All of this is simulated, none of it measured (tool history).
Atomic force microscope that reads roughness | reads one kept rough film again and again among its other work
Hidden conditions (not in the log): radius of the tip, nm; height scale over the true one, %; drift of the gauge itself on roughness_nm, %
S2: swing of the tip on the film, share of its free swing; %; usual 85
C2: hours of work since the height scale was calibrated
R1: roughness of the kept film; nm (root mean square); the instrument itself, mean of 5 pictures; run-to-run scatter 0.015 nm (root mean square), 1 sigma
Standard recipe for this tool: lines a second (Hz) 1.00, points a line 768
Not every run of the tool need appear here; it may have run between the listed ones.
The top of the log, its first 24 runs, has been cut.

Run 25, hour 1003.6: usual settings but lines a second (Hz) 1.26, S2 88 %, points a line 294; pictures with this tip 60; C2 1371. Result: R1 2.701 nm (root mean square).
Run 26, hour 1032.5: usual settings but lines a second (Hz) 0.64, S2 56 %, points a line 305; pictures with this tip 85; C2 1384. Result: R1 2.849 nm (root mean square).
Run 27, hour 1071.9: usual settings but lines a second (Hz) 3.73; pictures with this tip 119; C2 1402. Result: R1 1.955 nm (root mean square).
Run 28, hour 1101.0: usual settings but lines a second (Hz) 3.91, S2 69 %, points a line 881; pictures with this tip 144; C2 1415. Result: R1 2.172 nm (root mean square).
Run 29, hour 1136.4: usual settings but S2 79 %, points a line 312; pictures with this tip 175; C2 1431. Result: R1 2.133 nm (root mean square).
At hour 1189.1: new tip fitted.
Run 30, hour 1189.6: usual settings but lines a second (Hz) 2.51; pictures with this tip 0; C2 1455. Result: R1 3.051 nm (root mean square).
Run 31, hour 1238.2: usual settings but S2 57 %, points a line 308; pictures with this tip 42; C2 1477. Result: R1 3.100 nm (root mean square).
Run 32, hour 1280.1: usual settings but lines a second (Hz) 2.45, S2 70 %; pictures with this tip 79; C2 1496. Result: R1 2.615 nm (root mean square).
Run 33, hour 1318.7: usual settings but lines a second (Hz) 2.45, S2 70 %; pictures with this tip 112; C2 1513. Result: R1 2.382 nm (root mean square).
Run 34, hour 1372.1: usual settings but lines a second (Hz) 2.45, S2 70 %, points a line 458; pictures with this tip 159; C2 1537. Result: R1 2.111 nm (root mean square).
Run 35, hour 1397.8: usual settings but lines a second (Hz) 2.45, S2 70 %, points a line 458; pictures with this tip 181; C2 1549. Result: R1 1.991 nm (root mean square).
Run 36, hour 1440.9: usual settings but lines a second (Hz) 1.33, S2 81 %, points a line 906; pictures with this tip 219; C2 1569. Result: R1 1.870 nm (root mean square).
At hour 1445.1: new tip fitted.
Run 37, hour 1476.5: usual settings but lines a second (Hz) 1.33, S2 81 %, points a line 906; pictures with this tip 27; C2 1585. Result: R1 3.092 nm (root mean square).
Run 38, hour 1522.9: usual settings but lines a second (Hz) 1.33, S2 81 %, points a line 906; pictures with this tip 67; C2 1606. Result: R1 2.726 nm (root mean square).
Run 39, hour 1567.2: usual settings but S2 55 %; pictures with this tip 106; C2 1626. Result: R1 2.670 nm (root mean square).
Run 40, hour 1611.6: usual settings but lines a second (Hz) 0.70, S2 70 %, points a line 257; pictures with this tip 145; C2 1646. Result: R1 2.299 nm (root mean square).
Run 41, hour 1659.5: usual settings but lines a second (Hz) 1.48, S2 77 %, points a line 452; pictures with this tip 186; C2 1668. Result: R1 2.031 nm (root mean square).
Run 42, hour 1692.9: usual settings but lines a second (Hz) 2.35, S2 62 %, points a line 709; pictures with this tip 215; C2 1683. Result: R1 1.972 nm (root mean square).
At hour 1699.9: new tip fitted.
Run 43, hour 1722.1: usual settings but S2 62 %; pictures with this tip 19; C2 1696. Result: R1 3.471 nm (root mean square).
Run 44, hour 1745.9: usual settings but S2 62 %; pictures with this tip 40; C2 1707. Result: R1 3.249 nm (root mean square).
At hour 1786.8: height scale calibrated on a step standard.
Run 45, hour 1795.9: usual settings but lines a second (Hz) 1.60, S2 56 %; pictures with this tip 82; C2 4. Result: R1 2.872 nm (root mean square).
Run 46, hour 1833.6: usual settings but lines a second (Hz) 0.81; pictures with this tip 115; C2 21. Result: R1 2.533 nm (root mean square).

5 ways to go on from here, each from the tool as it stands after run 46. What would each give?
Run A, hour 1881.6: usual settings but lines a second (Hz) 0.81, S2 81 %; pictures with this tip 157; C2 43. Result: R1 ?.
Run B, hour 1881.6: usual settings but lines a second (Hz) 2.87, S2 72 %, points a line 597; pictures with this tip 157; C2 43. Result: R1 ?.
Run C, hour 1881.6: usual settings but lines a second (Hz) 0.81, points a line 264; pictures with this tip 157; C2 43. Result: R1 ?.
Run D, hour 1881.6: usual settings but lines a second (Hz) 0.56, S2 72 %; pictures with this tip 157; C2 43. Result: R1 ?.
Run E, hour 1881.6: usual settings but lines a second (Hz) 1.17, S2 63 %; pictures with this tip 157; C2 43. Result: R1 ?.

run     R1
  A  2.292
  B  2.136
  C  2.185
  D  2.377
  E  2.368
Take away the tool's hidden state, keep each run's random variation, and the runs would have read:
run     R1
  A  3.666
  B  3.417
  C  3.498
  D  3.806
  E  3.791

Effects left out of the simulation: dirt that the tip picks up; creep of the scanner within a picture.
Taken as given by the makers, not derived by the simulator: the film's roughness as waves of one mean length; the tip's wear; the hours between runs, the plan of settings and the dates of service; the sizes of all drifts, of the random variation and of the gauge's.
